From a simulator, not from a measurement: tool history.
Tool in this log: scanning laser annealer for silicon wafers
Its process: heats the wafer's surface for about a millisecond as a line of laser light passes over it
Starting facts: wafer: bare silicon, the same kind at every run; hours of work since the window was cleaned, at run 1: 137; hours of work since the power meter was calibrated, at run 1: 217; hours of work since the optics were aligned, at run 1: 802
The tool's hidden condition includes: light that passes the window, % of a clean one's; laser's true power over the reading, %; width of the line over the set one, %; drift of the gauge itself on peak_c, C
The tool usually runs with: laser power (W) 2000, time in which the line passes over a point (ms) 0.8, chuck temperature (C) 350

| run | hour | laser power (W) | time in which the line passes over a point (ms) | chuck temperature (C) | hours of work since the window was cleaned | hours of work since the power meter was calibrated | hours of work since the optics were aligned | highest temperature of the surface (C) |
|---|---|---|---|---|---|---|---|---|
| 1 | 0 | 2000 | 0.8 | 350 | 137 | 217 | 802 | 1121 |
| 2 | 65.4 | 2000 | 0.8 | 350 | 187 | 267 | 851 | 1118 |
| 3 | 98 | 2000 | 0.8 | 350 | 211 | 292 | 876 | 1120 |
| 4 | 130.2 | 2000 | 0.8 | 350 | 236 | 316 | 900 | 1120 |
| 5 | 184.8 | 2102 | 0.8 | 350 | 277 | 357 | 942 | 1166 |
| 6 | 239.6 | 2000 | 0.8 | 350 | 318 | 399 | 983 | 1112 |
| 7 | 266.9 | 2000 | 0.8 | 350 | 339 | 419 | 1004 | 1114 |
| 8 | 312 | 2000 | 0.775 | 350 | 373 | 453 | 1038 | 1102 |
| 9 | 350.9 | 2000 | 0.65 | 350 | 403 | 483 | 1067 | 1038 |
| 10 | 414 | 2000 | 0.65 | 350 | 450 | 531 | 1115 | 1042 |
|  | 422.5 | laser's power meter calibrated |
| 11 | 450.5 | 2000 | 0.8 | 350 | 476 | 21 | 1140 | 1105 |
| 12 | 487.2 | 2004 | 0.728 | 335 | 503 | 49 | 1168 | 1062 |
| 13 | 549.2 | 2004 | 0.664 | 351 | 550 | 96 | 1215 | 1048 |
| 14 | 604.8 | 2004 | 0.707 | 371 | 592 | 138 | 1257 | 1087 |
| 15 | 662.7 | 2004 | 0.707 | 371 | 636 | 182 | 1301 | 1086 |
| 16 | 696 | 2004 | 0.707 | 371 | 661 | 207 | 1326 | 1084 |
|  | 754.5 | laser's power meter calibrated, once more |
| 17 | 764.4 | 2184 | 0.948 | 388 | 711 | 8 | 1375 | 1292 |
| 18 | 813.2 | 2184 | 0.948 | 388 | 748 | 44 | 1412 | 1290 |
| 19 | 858.8 | 1703 | 0.728 | 355 | 782 | 79 | 1447 | 941 |
| 20 | 921.4 | 1770 | 0.8 | 350 | 829 | 126 | 1494 | 992 |
| 21 | 968 | 1770 | 0.8 | 350 | 865 | 161 | 1529 | 995 |
| 22 | 1032.5 | 1770 | 0.986 | 350 | 913 | 210 | 1578 | 1053 |

Below are 5 alternative next runs, each starting from the tool's condition after run 22. Predict each:
| A | 1070.1 | 1830 | 0.8 | 350 | 942 | 239 | 1607 | ? |
| B | 1070.1 | 1944 | 0.986 | 337 | 942 | 239 | 1607 | ? |
| C | 1070.1 | 2039 | 0.87 | 382 | 942 | 239 | 1607 | ? |
| D | 1070.1 | 2162 | 0.8 | 367 | 942 | 239 | 1607 | ? |
| E | 1070.1 | 1782 | 0.764 | 385 | 942 | 239 | 1607 | ? |

| run | highest temperature of the surface (C) |
|---|---|
| A | 1013 |
| B | 1122 |
| C | 1166 |
| D | 1184 |
| E | 1015 |
With the hidden condition removed and each run's random variation left untouched, the same runs would have given:
| run | highest temperature of the surface (C) |
|---|---|
| A | 1050 |
| B | 1166 |
| C | 1210 |
| D | 1229 |
| E | 1050 |
